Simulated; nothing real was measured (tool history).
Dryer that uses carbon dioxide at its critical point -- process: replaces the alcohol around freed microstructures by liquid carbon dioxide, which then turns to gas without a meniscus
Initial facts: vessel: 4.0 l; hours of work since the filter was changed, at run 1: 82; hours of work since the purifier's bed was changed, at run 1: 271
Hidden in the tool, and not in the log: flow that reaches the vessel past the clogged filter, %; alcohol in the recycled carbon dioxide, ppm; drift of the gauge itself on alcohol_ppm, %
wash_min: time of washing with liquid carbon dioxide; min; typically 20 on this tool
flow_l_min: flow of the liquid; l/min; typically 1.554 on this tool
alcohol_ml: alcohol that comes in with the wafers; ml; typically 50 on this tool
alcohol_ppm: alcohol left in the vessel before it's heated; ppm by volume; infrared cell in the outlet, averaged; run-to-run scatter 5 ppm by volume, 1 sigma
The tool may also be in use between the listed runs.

run   hour  wash_min  flow_l_min  alcohol_ml  hours of work since the filter was changed  hours of work since the purifier's bed was changed  alcohol_ppm
  1      0        20       1.554          50                                          82                                                 271           80
  2    6.4        20       1.554          50                                          85                                                 274           83
  3   13.7        20        1.05          50                                          88                                                 277          275
  4   27.7        20        1.05          50                                          94                                                 283          300
  5   36.7        20       1.554          50                                          98                                                 287           86
  6   45.1        20       1.554          53                                         102                                                 291           80
  7   54.2        20       1.554          50                                         106                                                 295           84
  8   69.2        20       1.554         113                                         113                                                 302          137
  9   78.5        20       1.554         113                                         117                                                 306          152
 10   89.3        20       1.554         113                                         122                                                 311          150
 11  104.8        20       1.554         113                                         129                                                 318          150
 12  118.4        20       1.554         113                                         135                                                 324          146
 13  130.9        20       1.554         113                                         140                                                 330          156
 14  140.8        20       1.554          30                                         145                                                 334           90
 15  151.1        20       1.554          30                                         149                                                 339           85
 16  160.9        21       1.554          50                                         154                                                 343           89
 17  168.6        20       1.554          50                                         157                                                 346          104
 18  180.4        20        2.25          50                                         162                                                 352           61
 19    188        20        2.25          50                                         166                                                 355           65
 20  197.4        30       1.554          50                                         170                                                 359           63
     203.4  -- inlet filter changed
 21  205.5        30       1.554          50                                           1                                                 362           62
 22  216.1        30       1.554          50                                           6                                                 367           54
 23  226.8        22        1.05          24                                          10                                                 372          124
 24  233.8        20         2.3          29                                          14                                                 375           50
 25  240.7        20         2.3          29                                          17                                                 378           63
 26  250.6        13       1.554         108                                          21                                                 383          624
 27  260.1        19        1.18          25                                          25                                                 387          148
 28  271.3        16        2.13          72                                          30                                                 392           86
 29  280.2        18        1.72          43                                          34                                                 396           89
 30  295.9        27        0.96         104                                          41                                                 403          239
 31  308.9        16        0.96          41                                          47                                                 409          614
 32  318.8        20        1.88          30                                          52                                                 413           78
 33  331.3        20        1.88          30                                          57                                                 418           75
 34  340.2        20        1.88          30                                          61                                                 422           72
 35  346.7        17        2.56          97                                          64                                                 425           72
 36    359        13        1.72          93                                          69                                                 431          400
 37  366.3        20        1.26         108                                          73                                                 434          299
 38  375.2        20        1.26         108                                          77                                                 438          295
 39  384.9        18        1.63          73                                          81                                                 442          142
 40  395.2        18        1.63          73                                          86                                                 447          158
 41  406.7        30        1.14          57                                          91                                                 452          100
 42  415.4        23        1.14          39                                          95                                                 456          134
 43  430.3        15        1.03          30                                         101                                                 463          483
 44  441.4        27        1.77          87                                         106                                                 468           75

A few steps of alcohol_ppm between consecutive runs. Split each: what settings, incoming material and random variation would produce without the hidden state, and what is left over for the hidden state, along with gauge scatter present in only one of the two compared results (measured, and without hidden state):
Run 25 -> 26: wash_min 20 -> 13, flow_l_min 2.3 -> 1.554, alcohol_ml 29 -> 108. alcohol_ppm +561 ppm by volume: hidden state +25, all else +536.
Run 26 -> 27: wash_min 13 -> 19, flow_l_min 1.554 -> 1.18, alcohol_ml 108 -> 25. alcohol_ppm -476 ppm by volume: hidden state -19, all else -457.
Run 31 -> 32: wash_min 16 -> 20, flow_l_min 0.96 -> 1.88, alcohol_ml 41 -> 30. alcohol_ppm -536 ppm by volume: hidden state -37, all else -499.
Run 35 -> 36: wash_min 17 -> 13, flow_l_min 2.56 -> 1.72, alcohol_ml 97 -> 93. alcohol_ppm +328 ppm by volume: hidden state +45, all else +283.
Run 42 -> 43: wash_min 23 -> 15, flow_l_min 1.14 -> 1.03, alcohol_ml 39 -> 30. alcohol_ppm +349 ppm by volume: hidden state +43, all else +306.
Run 43 -> 44: wash_min 15 -> 27, flow_l_min 1.03 -> 1.77, alcohol_ml 30 -> 87. alcohol_ppm -408 ppm by volume: hidden state -54, all else -354.
